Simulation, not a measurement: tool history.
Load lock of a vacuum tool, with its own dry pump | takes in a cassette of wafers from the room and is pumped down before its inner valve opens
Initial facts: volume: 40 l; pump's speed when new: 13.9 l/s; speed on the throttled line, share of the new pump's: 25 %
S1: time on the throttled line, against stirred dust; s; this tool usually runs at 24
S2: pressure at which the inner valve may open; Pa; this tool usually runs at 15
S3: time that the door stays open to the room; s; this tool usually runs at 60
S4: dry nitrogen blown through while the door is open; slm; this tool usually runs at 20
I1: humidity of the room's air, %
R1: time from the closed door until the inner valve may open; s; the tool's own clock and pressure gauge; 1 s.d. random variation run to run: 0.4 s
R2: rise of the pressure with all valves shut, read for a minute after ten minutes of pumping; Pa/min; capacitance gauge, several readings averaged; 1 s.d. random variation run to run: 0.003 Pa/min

run 1 day=0 | S1=24 S2=15 S3=60 S4=20 | I1=43.7 | R1=47.1 R2=0.026
run 2 day=4.871 | S1=24 S2=15 S3=60 S4=20 | I1=45.9 | R1=47.8 R2=0.03
run 3 day=8.638 | S1=24 S2=15 S3=153 S4=20 | I1=44 | R1=47.5 R2=0.048
run 4 day=12.571 | S1=24 S2=15 S3=153 S4=20 | I1=45.1 | R1=48.7 R2=0.048
-- day=13.054 dry pump taken out, an overhauled one fitted
run 5 day=15.662 | S1=24 S2=15 S3=153 S4=20 | I1=45.4 | R1=43.5 R2=0.052
run 6 day=18.5 | S1=24 S2=15 S3=60 S4=4 | I1=42 | R1=43.2 R2=0.043
run 7 day=21.242 | S1=24 S2=15 S3=60 S4=4 | I1=47 | R1=44.6 R2=0.043
run 8 day=25.142 | S1=24 S2=15 S3=60 S4=10 | I1=50.4 | R1=43.7 R2=0.041
run 9 day=29.288 | S1=24 S2=15 S3=60 S4=10 | I1=43.6 | R1=43.9 R2=0.035
run 10 day=34.408 | S1=24 S2=15 S3=60 S4=20 | I1=43.1 | R1=44 R2=0.028
run 11 day=36.862 | S1=47 S2=15 S3=60 S4=20 | I1=44.2 | R1=60.7 R2=0.033
run 12 day=41.85 | S1=24 S2=15 S3=60 S4=20 | I1=44.2 | R1=43.8 R2=0.031
run 13 day=44.346 | S1=24 S2=15 S3=60 S4=20 | I1=46.1 | R1=43.9 R2=0.034
run 14 day=47.738 | S1=24 S2=15 S3=49 S4=20 | I1=49 | R1=44.3 R2=0.028
run 15 day=52.367 | S1=24 S2=15 S3=49 S4=20 | I1=43.4 | R1=44.1 R2=0.031
run 16 day=57.196 | S1=24 S2=15 S3=49 S4=20 | I1=38.9 | R1=43.6 R2=0.021
run 17 day=62.042 | S1=24 S2=15 S3=112 S4=18 | I1=46.3 | R1=44.2 R2=0.046
run 18 day=64.617 | S1=24 S2=15 S3=112 S4=18 | I1=47 | R1=44.5 R2=0.05
run 19 day=68.367 | S1=24 S2=13 S3=60 S4=37 | I1=45.2 | R1=44.6 R2=0.032
run 20 day=72.192 | S1=16 S2=21 S3=60 S4=22 | I1=42.5 | R1=37.1 R2=0.035
run 21 day=74.262 | S1=16 S2=21 S3=60 S4=22 | I1=47.5 | R1=37 R2=0.035
run 22 day=77.583 | S1=33 S2=26 S3=87 S4=12 | I1=47.7 | R1=48.9 R2=0.052
run 23 day=80.95 | S1=20 S2=28 S3=87 S4=24 | I1=44.7 | R1=39.3 R2=0.043
run 24 day=86.012 | S1=20 S2=28 S3=64 S4=13 | I1=47.2 | R1=39.5 R2=0.037
run 25 day=90.742 | S1=20 S2=28 S3=64 S4=13 | I1=48 | R1=39 R2=0.037
run 26 day=95.396 | S1=20 S2=28 S3=64 S4=13 | I1=45.8 | R1=39.5 R2=0.038
run 27 day=99.488 | S1=39 S2=13 S3=51 S4=20 | I1=44.5 | R1=55 R2=0.032
run 28 day=101.729 | S1=39 S2=13 S3=51 S4=20 | I1=46.4 | R1=55.6 R2=0.035
run 29 day=106.629 | S1=39 S2=13 S3=51 S4=20 | I1=43.2 | R1=55.4 R2=0.031
run 30 day=109.958 | S1=39 S2=13 S3=51 S4=20 | I1=42.9 | R1=56.4 R2=0.032
run 31 day=112.696 | S1=39 S2=22 S3=26 S4=20 | I1=44.5 | R1=55.2 R2=0.025

Per-run results on a tool with no hidden state, each run keeping its own random variation:
Hidden conditions of the tool in this case: pump's speed, % of a new pump's; leak at the door's seal, Pa l/s; drift of the gauge itself on ready_s, %; drift of the gauge itself on rise_pa_min, %.
run=1 R1=43 R2=0.02
run=2 R1=43.6 R2=0.025
run=3 R1=43.2 R2=0.042
run=4 R1=44.4 R2=0.042
run=5 R1=43.2 R2=0.046
run=6 R1=42.9 R2=0.037
run=7 R1=44.3 R2=0.037
run=8 R1=43.4 R2=0.035
run=9 R1=43.5 R2=0.028
run=10 R1=43.6 R2=0.022
run=11 R1=60.4 R2=0.026
run=12 R1=43.3 R2=0.023
run=13 R1=43.5 R2=0.027
run=14 R1=43.8 R2=0.02
run=15 R1=43.5 R2=0.023
run=16 R1=43 R2=0.013
run=17 R1=43.6 R2=0.038
run=18 R1=43.8 R2=0.041
run=19 R1=43.9 R2=0.023
run=20 R1=36.4 R2=0.026
run=21 R1=36.3 R2=0.026
run=22 R1=48.3 R2=0.043
run=23 R1=38.6 R2=0.034
run=24 R1=38.7 R2=0.027
run=25 R1=38.2 R2=0.027
run=26 R1=38.7 R2=0.028
run=27 R1=54.3 R2=0.022
run=28 R1=54.9 R2=0.025
run=29 R1=54.6 R2=0.021
run=30 R1=55.6 R2=0.021
run=31 R1=54.4 R2=0.015

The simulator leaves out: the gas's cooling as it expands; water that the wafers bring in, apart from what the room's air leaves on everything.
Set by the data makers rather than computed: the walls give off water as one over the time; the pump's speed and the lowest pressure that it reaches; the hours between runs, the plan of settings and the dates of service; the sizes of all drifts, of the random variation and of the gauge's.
